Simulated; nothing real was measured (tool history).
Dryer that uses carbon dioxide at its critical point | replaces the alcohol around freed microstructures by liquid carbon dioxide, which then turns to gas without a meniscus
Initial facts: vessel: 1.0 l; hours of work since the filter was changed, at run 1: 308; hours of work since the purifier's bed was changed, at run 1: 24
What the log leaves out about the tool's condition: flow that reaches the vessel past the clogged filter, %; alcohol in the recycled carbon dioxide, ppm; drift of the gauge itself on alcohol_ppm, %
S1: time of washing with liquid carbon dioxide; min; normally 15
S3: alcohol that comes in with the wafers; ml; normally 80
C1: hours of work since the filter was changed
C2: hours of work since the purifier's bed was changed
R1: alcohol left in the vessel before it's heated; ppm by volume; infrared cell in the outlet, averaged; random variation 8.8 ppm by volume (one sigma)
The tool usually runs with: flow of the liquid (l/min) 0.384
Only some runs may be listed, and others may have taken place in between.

run 1 hour=0.0 | S1=15 flow_of_the_liquid_(l/min)=0.384 S3=80 | C1=308 C2=24 | R1=940
run 2 hour=33.9 | S1=15 flow_of_the_liquid_(l/min)=0.384 S3=80 | C1=331 C2=46 | R1=1047
-- hour=36.5 inlet filter changed
run 3 hour=61.3 | S1=15 flow_of_the_liquid_(l/min)=0.384 S3=80 | C1=16 C2=64 | R1=548
run 4 hour=85.3 | S1=15 flow_of_the_liquid_(l/min)=0.384 S3=80 | C1=32 C2=80 | R1=574
run 5 hour=118.3 | S1=15 flow_of_the_liquid_(l/min)=0.384 S3=80 | C1=54 C2=101 | R1=607
run 6 hour=140.5 | S1=15 flow_of_the_liquid_(l/min)=0.384 S3=80 | C1=69 C2=116 | R1=636
run 7 hour=162.3 | S1=15 flow_of_the_liquid_(l/min)=0.384 S3=29 | C1=83 C2=131 | R1=285
run 8 hour=194.7 | S1=15 flow_of_the_liquid_(l/min)=0.384 S3=29 | C1=105 C2=152 | R1=298
run 9 hour=222.0 | S1=15 flow_of_the_liquid_(l/min)=0.384 S3=29 | C1=123 C2=170 | R1=315
run 10 hour=244.3 | S1=15 flow_of_the_liquid_(l/min)=0.384 S3=29 | C1=137 C2=185 | R1=326
run 11 hour=262.9 | S1=15 flow_of_the_liquid_(l/min)=0.384 S3=38 | C1=150 C2=197 | R1=425
run 12 hour=295.9 | S1=15 flow_of_the_liquid_(l/min)=0.622 S3=80 | C1=171 C2=219 | R1=138
run 13 hour=325.1 | S1=15 flow_of_the_liquid_(l/min)=0.384 S3=20 | C1=191 C2=238 | R1=301
run 14 hour=349.1 | S1=21 flow_of_the_liquid_(l/min)=0.384 S3=80 | C1=207 C2=254 | R1=247
run 15 hour=364.9 | S1=21 flow_of_the_liquid_(l/min)=0.384 S3=80 | C1=217 C2=265 | R1=252
run 16 hour=398.5 | S1=21 flow_of_the_liquid_(l/min)=0.384 S3=80 | C1=239 C2=287 | R1=268
run 17 hour=419.3 | S1=13 flow_of_the_liquid_(l/min)=0.384 S3=80 | C1=253 C2=300 | R1=1670
run 18 hour=452.6 | S1=15 flow_of_the_liquid_(l/min)=0.297 S3=80 | C1=275 C2=322 | R1=2796
run 19 hour=471.7 | S1=14 flow_of_the_liquid_(l/min)=0.367 S3=57 | C1=288 C2=335 | R1=1229
run 20 hour=495.4 | S1=14 flow_of_the_liquid_(l/min)=0.367 S3=57 | C1=303 C2=351 | R1=1303
run 21 hour=519.7 | S1=18 flow_of_the_liquid_(l/min)=0.378 S3=31 | C1=319 C2=367 | R1=358
-- hour=537.7 inlet filter changed
run 22 hour=548.9 | S1=18 flow_of_the_liquid_(l/min)=0.378 S3=31 | C1=7 C2=386 | R1=261
run 23 hour=568.9 | S1=13 flow_of_the_liquid_(l/min)=0.435 S3=36 | C1=21 C2=399 | R1=426
run 24 hour=604.1 | S1=22 flow_of_the_liquid_(l/min)=0.320 S3=36 | C1=44 C2=422 | R1=277
run 25 hour=634.3 | S1=18 flow_of_the_liquid_(l/min)=0.278 S3=25 | C1=64 C2=442 | R1=561
run 26 hour=665.5 | S1=13 flow_of_the_liquid_(l/min)=0.384 S3=80 | C1=85 C2=463 | R1=1320
run 27 hour=689.8 | S1=15 flow_of_the_liquid_(l/min)=0.371 S3=54 | C1=101 C2=479 | R1=710
run 28 hour=714.3 | S1=16 flow_of_the_liquid_(l/min)=0.371 S3=98 | C1=117 C2=495 | R1=843
run 29 hour=749.2 | S1=16 flow_of_the_liquid_(l/min)=0.371 S3=98 | C1=140 C2=518 | R1=929
run 30 hour=769.3 | S1=10 flow_of_the_liquid_(l/min)=0.481 S3=80 | C1=153 C2=531 | R1=1559
run 31 hour=793.0 | S1=10 flow_of_the_liquid_(l/min)=0.519 S3=52 | C1=169 C2=547 | R1=884
run 32 hour=812.0 | S1=12 flow_of_the_liquid_(l/min)=0.615 S3=95 | C1=181 C2=559 | R1=438
run 33 hour=844.6 | S1=12 flow_of_the_liquid_(l/min)=0.298 S3=70 | C1=203 C2=581 | R1=4293
run 34 hour=877.1 | S1=9 flow_of_the_liquid_(l/min)=0.349 S3=59 | C1=224 C2=602 | R1=5031
run 35 hour=898.2 | S1=9 flow_of_the_liquid_(l/min)=0.349 S3=59 | C1=238 C2=616 | R1=4947

5 options for the next run, each taken on its own from the tool as it stands now. Forecast them:
-- hour=921.1 purifier's bed changed
run A hour=936.9 | S1=12 flow_of_the_liquid_(l/min)=0.384 S3=33 | C1=262 C2=10 | R1=?
-- hour=921.1 purifier's bed changed
run B hour=936.9 | S1=11 flow_of_the_liquid_(l/min)=0.349 S3=59 | C1=262 C2=10 | R1=?
-- hour=921.1 purifier's bed changed
run C hour=936.9 | S1=22 flow_of_the_liquid_(l/min)=0.360 S3=59 | C1=262 C2=10 | R1=?
-- hour=921.1 purifier's bed changed
run D hour=936.9 | S1=10 flow_of_the_liquid_(l/min)=0.298 S3=71 | C1=262 C2=10 | R1=?
-- hour=921.1 purifier's bed changed
run E hour=936.9 | S1=9 flow_of_the_liquid_(l/min)=0.573 S3=48 | C1=262 C2=10 | R1=?

run=A R1=842
run=B R1=2817
run=C R1=123
run=D R1=6879
run=E R1=706
What these runs would have given with no unlogged condition in the tool:
run=A R1=548
run=B R1=1978
run=C R1=59
run=D R1=5243
run=E R1=426

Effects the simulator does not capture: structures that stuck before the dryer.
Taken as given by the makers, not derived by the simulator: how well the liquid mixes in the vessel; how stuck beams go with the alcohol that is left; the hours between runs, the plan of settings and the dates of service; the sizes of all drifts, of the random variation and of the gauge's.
